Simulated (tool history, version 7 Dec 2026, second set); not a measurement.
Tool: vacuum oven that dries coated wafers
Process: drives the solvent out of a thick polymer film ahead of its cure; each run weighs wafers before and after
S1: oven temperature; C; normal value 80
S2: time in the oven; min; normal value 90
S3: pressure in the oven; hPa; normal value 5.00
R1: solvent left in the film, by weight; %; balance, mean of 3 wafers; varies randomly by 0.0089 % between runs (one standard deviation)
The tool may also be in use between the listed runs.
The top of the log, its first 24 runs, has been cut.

run 25 hour=1812.2 | S1=80 S2=59 S3=7.90 | R1=1.419
run 26 hour=1868.0 | S1=70 S2=90 S3=5.00 | R1=1.772
-- hour=1898.7 oven's thermocouples calibrated
run 27 hour=1950.0 | S1=70 S2=90 S3=5.00 | R1=2.088
run 28 hour=2047.2 | S1=70 S2=114 S3=16.09 | R1=1.865
run 29 hour=2129.1 | S1=80 S2=108 S3=3.50 | R1=0.445
run 30 hour=2189.6 | S1=80 S2=90 S3=2.86 | R1=0.665
run 31 hour=2282.5 | S1=72 S2=90 S3=2.86 | R1=1.631
run 32 hour=2356.6 | S1=72 S2=90 S3=2.86 | R1=1.643
run 33 hour=2450.0 | S1=82 S2=149 S3=9.30 | R1=0.356
run 34 hour=2517.2 | S1=87 S2=149 S3=9.30 | R1=0.278
run 35 hour=2586.6 | S1=85 S2=62 S3=12.89 | R1=0.972
run 36 hour=2638.5 | S1=85 S2=62 S3=12.89 | R1=0.981
run 37 hour=2687.7 | S1=80 S2=84 S3=4.38 | R1=0.770
run 38 hour=2796.1 | S1=95 S2=84 S3=5.09 | R1=0.154
run 39 hour=2845.8 | S1=95 S2=84 S3=5.09 | R1=0.156
run 40 hour=2945.5 | S1=95 S2=84 S3=5.09 | R1=0.169
run 41 hour=3020.8 | S1=76 S2=90 S3=5.00 | R1=1.058

Alternative continuations, all from the tool just after run 41; predict every row:
run A hour=3125.7 | S1=80 S2=77 S3=3.34 | R1=?
run B hour=3125.7 | S1=84 S2=90 S3=16.66 | R1=?
run C hour=3125.7 | S1=84 S2=102 S3=3.59 | R1=?

run=A R1=0.870
run=B R1=0.673
run=C R1=0.304
Stripped of hidden state, with their random variation kept, the same runs would have yielded:
run=A R1=0.879
run=B R1=0.634
run=C R1=0.233
